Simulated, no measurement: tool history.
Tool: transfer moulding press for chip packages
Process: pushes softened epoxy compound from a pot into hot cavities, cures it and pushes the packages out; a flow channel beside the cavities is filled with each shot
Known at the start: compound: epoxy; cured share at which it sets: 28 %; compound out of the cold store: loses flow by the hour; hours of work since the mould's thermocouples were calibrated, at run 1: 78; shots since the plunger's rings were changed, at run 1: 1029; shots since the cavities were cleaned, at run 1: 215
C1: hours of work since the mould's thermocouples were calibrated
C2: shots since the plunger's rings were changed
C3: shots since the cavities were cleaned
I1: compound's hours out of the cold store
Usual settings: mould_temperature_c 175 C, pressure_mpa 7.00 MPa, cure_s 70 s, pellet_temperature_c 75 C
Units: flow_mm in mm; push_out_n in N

Run 1, hour 0.0: usual settings; C1 78; C2 1029; C3 215; I1 45.6. Result: flow_mm 842 mm, push_out_n 566 N.
Run 2, hour 25.0: usual settings but pressure_mpa 7.43 MPa; C1 97; C2 1430; C3 616; I1 36.9. Result: flow_mm 914 mm, push_out_n 747 N.
At hour 30.9: cavities cleaned with cleaning compound and waxed.
Run 3, hour 41.4: usual settings but pressure_mpa 7.43 MPa; C1 108; C2 1669; C3 169; I1 47.3. Result: flow_mm 857 mm, push_out_n 519 N.
At hour 74.1: cavities cleaned with cleaning compound and waxed.
Run 4, hour 76.2: usual settings but pressure_mpa 7.43 MPa; C1 133; C2 2202; C3 34; I1 10.9. Result: flow_mm 965 mm, push_out_n 435 N.
Run 5, hour 91.5: usual settings but pellet_temperature_c 82 C; C1 144; C2 2447; C3 279; I1 33.3. Result: flow_mm 866 mm, push_out_n 574 N.
Run 6, hour 113.6: usual settings but pellet_temperature_c 82 C; C1 160; C2 2801; C3 633; I1 22.5. Result: flow_mm 889 mm, push_out_n 745 N.
At hour 117.8: cavities cleaned with cleaning compound and waxed.
Run 7, hour 144.2: usual settings but mould_temperature_c 181 C, pressure_mpa 5.47 MPa, cure_s 57 s, pellet_temperature_c 74 C; C1 182; C2 3267; C3 423; I1 10.5. Result: flow_mm 795 mm, push_out_n 726 N.
At hour 160.6: cavities cleaned with cleaning compound and waxed.
Run 8, hour 164.8: usual settings but mould_temperature_c 178 C, pressure_mpa 6.85 MPa, cure_s 63 s, pellet_temperature_c 77 C; C1 196; C2 3573; C3 68; I1 19.5. Result: flow_mm 867 mm, push_out_n 470 N.
Run 9, hour 193.4: usual settings but mould_temperature_c 171 C, pressure_mpa 6.85 MPa, cure_s 63 s, pellet_temperature_c 69 C; C1 217; C2 4031; C3 526; I1 44.9. Result: flow_mm 795 mm, push_out_n 1103 N.
At hour 202.8: cavities cleaned with cleaning compound and waxed.
Run 10, hour 214.3: usual settings but mould_temperature_c 171 C, pressure_mpa 6.85 MPa, cure_s 63 s, pellet_temperature_c 69 C; C1 232; C2 4341; C3 183; I1 47.8. Result: flow_mm 778 mm, push_out_n 839 N.
At hour 240.9: plunger's sealing rings changed.
At hour 249.4: cavities cleaned with cleaning compound and waxed.
Run 11, hour 251.7: usual settings but mould_temperature_c 177 C, pressure_mpa 6.22 MPa, cure_s 56 s, pellet_temperature_c 76 C; C1 257; C2 149; C3 38; I1 17.7. Result: flow_mm 900 mm, push_out_n 636 N.
Run 12, hour 269.3: usual settings but mould_temperature_c 176 C, pressure_mpa 5.24 MPa, pellet_temperature_c 67 C; C1 270; C2 431; C3 320; I1 10.7. Result: flow_mm 846 mm, push_out_n 617 N.

5 ways to go on from here, each from the tool as it stands after run 12. What would each give?
At hour 294.3: cavities cleaned with cleaning compound and waxed.
Run A, hour 297.5: usual settings but mould_temperature_c 176 C, pressure_mpa 5.24 MPa, pellet_temperature_c 85 C; C1 290; C2 858; C3 51; I1 42.9. Result: flow_mm ?, push_out_n ?.
At hour 294.3: cavities cleaned with cleaning compound and waxed.
Run B, hour 297.5: usual settings but mould_temperature_c 176 C, pressure_mpa 8.55 MPa, pellet_temperature_c 67 C; C1 290; C2 858; C3 51; I1 42.5. Result: flow_mm ?, push_out_n ?.
At hour 294.3: cavities cleaned with cleaning compound and waxed.
Run C, hour 297.5: usual settings but mould_temperature_c 176 C, pressure_mpa 5.24 MPa, pellet_temperature_c 77 C; C1 290; C2 858; C3 51; I1 31.8. Result: flow_mm ?, push_out_n ?.
At hour 294.3: cavities cleaned with cleaning compound and waxed.
Run D, hour 297.5: usual settings but pressure_mpa 7.72 MPa, cure_s 62 s, pellet_temperature_c 70 C; C1 290; C2 858; C3 51; I1 20.7. Result: flow_mm ?, push_out_n ?.
At hour 294.3: cavities cleaned with cleaning compound and waxed.
Run E, hour 297.5: usual settings but mould_temperature_c 169 C, pressure_mpa 8.50 MPa, cure_s 97 s, pellet_temperature_c 67 C; C1 290; C2 858; C3 51; I1 22.3. Result: flow_mm ?, push_out_n ?.

run  flow_mm  push_out_n
  A      756         407
  B      962         404
  C      781         409
  D      996         584
  E     1045         356
Without the tool's hidden state the same runs would have given:
run  flow_mm  push_out_n
  A      772         383
  B      982         381
  C      797         386
  D     1017         561
  E     1067         332

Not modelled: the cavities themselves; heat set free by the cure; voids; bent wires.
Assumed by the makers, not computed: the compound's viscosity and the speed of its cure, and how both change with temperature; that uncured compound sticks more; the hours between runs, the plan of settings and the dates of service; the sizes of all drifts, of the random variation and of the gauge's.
